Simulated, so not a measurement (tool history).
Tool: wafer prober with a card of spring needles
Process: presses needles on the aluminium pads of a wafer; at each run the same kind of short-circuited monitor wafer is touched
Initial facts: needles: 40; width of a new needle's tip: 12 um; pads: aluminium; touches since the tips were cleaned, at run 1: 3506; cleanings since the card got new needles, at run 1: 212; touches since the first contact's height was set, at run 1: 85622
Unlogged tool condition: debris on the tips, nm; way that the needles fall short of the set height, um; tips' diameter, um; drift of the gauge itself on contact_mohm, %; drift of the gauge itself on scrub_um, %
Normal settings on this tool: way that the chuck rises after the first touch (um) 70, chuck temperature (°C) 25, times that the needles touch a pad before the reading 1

run   hour  way that the chuck rises after the first touch (um)  chuck temperature (°C)  times that the needles touch a pad before the reading  touches since the tips were cleaned  cleanings since the card got new needles  touches since the first contact's height was set  resistance of one needle with its contact and lead (mohm)  way that a needle slides on the pad (um)
  1      0                                                   70                      25                                                      1                                 3506                                       212                                             85622                                                        465                                     16.32
       1.6  -- tips cleaned on abrasive film
         9  -- tips cleaned on abrasive film
      16.4  -- tips cleaned on abrasive film
      23.8  -- tips cleaned on abrasive film
      31.3  -- tips cleaned on abrasive film
      38.7  -- tips cleaned on abrasive film
  2   43.3                                                   70                      25                                                      1                                 2757                                       218                                            111337                                                        449                                     16.42
      44.8  -- tips cleaned on abrasive film
      52.2  -- tips cleaned on abrasive film
      58.2  -- tips cleaned on abrasive film
      64.2  -- tips cleaned on abrasive film
      70.1  -- tips cleaned on abrasive film
      77.5  -- tips cleaned on abrasive film
        85  -- tips cleaned on abrasive film
  3   85.8                                                   70                      25                                                      1                                  491                                       225                                            136553                                                        334                                     15.96
      91.7  -- tips cleaned on abrasive film
      97.7  -- tips cleaned on abrasive film
     105.1  -- tips cleaned on abrasive film
     109.8  -- height of the first contact set anew
     112.9  -- tips cleaned on abrasive film
     118.8  -- tips cleaned on abrasive film
  4  120.7                                                   70                      25                                                      1                                 1126                                       230                                              6423                                                        379                                     15.46
     125.2  -- tips cleaned on abrasive film
     131.1  -- tips cleaned on abrasive film
     137.1  -- tips cleaned on abrasive film
     144.5  -- tips cleaned on abrasive film
     151.9  -- tips cleaned on abrasive film
     157.9  -- tips cleaned on abrasive film
  5  161.8                                                   70                      25                                                      1                                 2347                                       236                                             30846                                                        456                                     15.29
     164.8  -- tips cleaned on abrasive film
     170.8  -- tips cleaned on abrasive film
     176.7  -- tips cleaned on abrasive film
     182.7  -- tips cleaned on abrasive film
  6  187.5                                                   70                      25                                                      1                                 2874                                       240                                             46082                                                        499                                     15.33
       189  -- tips cleaned on abrasive film
     196.5  -- tips cleaned on abrasive film
     202.4  -- tips cleaned on abrasive film
     209.8  -- tips cleaned on abrasive film
     215.8  -- tips cleaned on abrasive film
  7  216.1                                                   70                      25                                                      1                                  174                                       245                                             63034                                                        312                                     15.13
     222.1  -- tips cleaned on abrasive film
     223.8  -- height of the first contact set anew, once more
     228.3  -- tips cleaned on abrasive film
     234.3  -- tips cleaned on abrasive film
     241.7  -- tips cleaned on abrasive film
  8  243.6                                                   70                      25                                                      1                                 1135                                       249                                             11731                                                        365                                     16.79
     248.1  -- tips cleaned on abrasive film
       254  -- tips cleaned on abrasive film
       260  -- tips cleaned on abrasive film
     267.4  -- tips cleaned on abrasive film
     273.4  -- tips cleaned on abrasive film
     280.8  -- tips cleaned on abrasive film
     286.8  -- tips cleaned on abrasive film
  9    291                                                   70                      84                                                      1                                 2566                                       256                                             39902                                                        461                                     16.53
       294  -- tips cleaned on abrasive film
       300  -- tips cleaned on abrasive film
       306  -- tips cleaned on abrasive film
     311.9  -- tips cleaned on abrasive film
     317.9  -- tips cleaned on abrasive film
 10    318                                                   70                      84                                                      1                                   64                                       261                                             55860                                                        319                                     16.39
     323.9  -- tips cleaned on abrasive film
     329.9  -- tips cleaned on abrasive film
     337.3  -- tips cleaned on abrasive film
     343.3  -- tips cleaned on abrasive film
     349.2  -- tips cleaned on abrasive film
 11    354                                                   70                      84                                                      1                                 2878                                       266                                             77278                                                        486                                     16.35
     355.6  -- tips cleaned on abrasive film
     361.5  -- tips cleaned on abrasive film
     367.5  -- tips cleaned on abrasive film
     373.5  -- tips cleaned on abrasive film
     380.9  -- tips cleaned on abrasive film
     388.3  -- tips cleaned on abrasive film
 12  390.1                                                   78                      25                                                      1                                 1077                                       272                                             98663                                                        352                                     18.05
     394.6  -- tips cleaned on abrasive film
       402  -- tips cleaned on abrasive film
       408  -- tips cleaned on abrasive film
     413.9  -- tips cleaned on abrasive film
     421.3  -- tips cleaned on abrasive film
     428.8  -- tips cleaned on abrasive film
     434.7  -- tips cleaned on abrasive film
 13  438.5                                                   78                      25                                                      1                                 2282                                       279                                            127431                                                        428                                     17.99
     441.5  -- tips cleaned on abrasive film
     447.5  -- tips cleaned on abrasive film
     453.5  -- tips cleaned on abrasive film
     459.4  -- tips cleaned on abrasive film
     466.8  -- tips cleaned on abrasive film
     472.8  -- tips cleaned on abrasive film
     477.5  -- height of the first contact set anew
     479.1  -- tips cleaned on abrasive film
       485  -- tips cleaned on abrasive film
       491  -- tips cleaned on abrasive film
 14  493.2                                                   71                      25                                                      1                                 1327                                       288                                              9273                                                        382                                      17.2
     497.7  -- tips cleaned on abrasive film
     503.6  -- tips cleaned on abrasive film
     511.1  -- tips cleaned on abrasive film
       517  -- tips cleaned on abrasive film
       523  -- tips cleaned on abrasive film
     530.4  -- tips cleaned on abrasive film
     536.4  -- tips cleaned on abrasive film
 15  539.5                                                   63                      62                                                      3                                 1872                                       295                                             36750                                                        371                                     14.88
     542.5  -- tips cleaned on abrasive film
     548.5  -- tips cleaned on abrasive film
     554.4  -- tips cleaned on abrasive film
     561.8  -- tips cleaned on abrasive film
     567.8  -- tips cleaned on abrasive film
     575.2  -- tips cleaned on abrasive film
 16  579.4                                                   88                      25                                                      1                                 2506                                       301                                             60448                                                        414                                     20.81
     582.4  -- tips cleaned on abrasive film
     589.8  -- tips cleaned on abrasive film
     597.3  -- tips cleaned on abrasive film
     603.2  -- tips cleaned on abrasive film
 17  608.3                                                   88                      94                                                      2                                 3063                                       305                                             77639                                                        379                                     20.82
     609.9  -- tips cleaned on abrasive film
     615.8  -- tips cleaned on abrasive film
     623.2  -- tips cleaned on abrasive film
     629.2  -- tips cleaned on abrasive film
     636.6  -- tips cleaned on abrasive film
       644  -- tips cleaned on abrasive film
 18    645                                                   50                      40                                                      2                                  575                                       311                                             99405                                                        388                                     11.27
       651  -- tips cleaned on abrasive film
     658.4  -- tips cleaned on abrasive film
     665.8  -- tips cleaned on abrasive film
     673.2  -- tips cleaned on abrasive film
     679.2  -- tips cleaned on abrasive film
     686.6  -- tips cleaned on abrasive film
 19  690.6                                                   89                      40                                                      2                                 2426                                       317                                            126555                                                        369                                     20.69
     693.7  -- tips cleaned on abrasive film
     699.6  -- tips cleaned on abrasive film
     705.6  -- tips cleaned on abrasive film
     711.5  -- tips cleaned on abrasive film
       719  -- tips cleaned on abrasive film
 20  722.7                                                   70                      25                                                      3                                 2223                                       322                                            145554                                                        360                                     15.82
     725.7  -- tips cleaned on abrasive film
     731.6  -- tips cleaned on abrasive film
     731.9  -- height of the first contact set anew
     737.9  -- tips cleaned on abrasive film
     745.3  -- tips cleaned on abrasive film
     751.3  -- tips cleaned on abrasive film
     758.7  -- tips cleaned on abrasive film
     766.1  -- tips cleaned on abrasive film
 21  767.3                                                   70                      75                                                      1                                  731                                       329                                             21039                                                        394                                     16.75
     773.3  -- tips cleaned on abrasive film
     779.3  -- tips cleaned on abrasive film
     786.7  -- tips cleaned on abrasive film
     792.6  -- tips cleaned on abrasive film
     798.6  -- tips cleaned on abrasive film
 22  798.7                                                   70                      61                                                      1                                   76                                       334                                             39657                                                        322                                     16.69
     804.7  -- tips cleaned on abrasive film
     812.1  -- tips cleaned on abrasive film
     818.1  -- tips cleaned on abrasive film
       824  -- tips cleaned on abrasive film
     831.5  -- tips cleaned on abrasive film
     837.4  -- tips cleaned on abrasive film
     844.8  -- tips cleaned on abrasive film
     856.8  -- card fitted with new needles
 23  857.9                                                   70                      61                                                      1                                  649                                         0                                               649                                                        301                                     16.79

How would selected steps in resistance of one needle with its contact and lead (mohm) from run to run divide? Give the signed amount a tool lacking its hidden state would still show from settings, what came in and random variation, and the signed amount left for the hidden state, including any gauge scatter that is not in both of the compared results.
Run 6 -> 7: tips cleaned on abrasive film, tips cleaned on abrasive film, tips cleaned on abrasive film, tips cleaned on abrasive film, tips cleaned on abrasive film. resistance of one needle with its contact and lead (mohm) -187: hidden state -184, all else -3.
Run 10 -> 11: tips cleaned on abrasive film, tips cleaned on abrasive film, tips cleaned on abrasive film, tips cleaned on abrasive film, tips cleaned on abrasive film. resistance of one needle with its contact and lead (mohm) +167: hidden state +168, all else -1.

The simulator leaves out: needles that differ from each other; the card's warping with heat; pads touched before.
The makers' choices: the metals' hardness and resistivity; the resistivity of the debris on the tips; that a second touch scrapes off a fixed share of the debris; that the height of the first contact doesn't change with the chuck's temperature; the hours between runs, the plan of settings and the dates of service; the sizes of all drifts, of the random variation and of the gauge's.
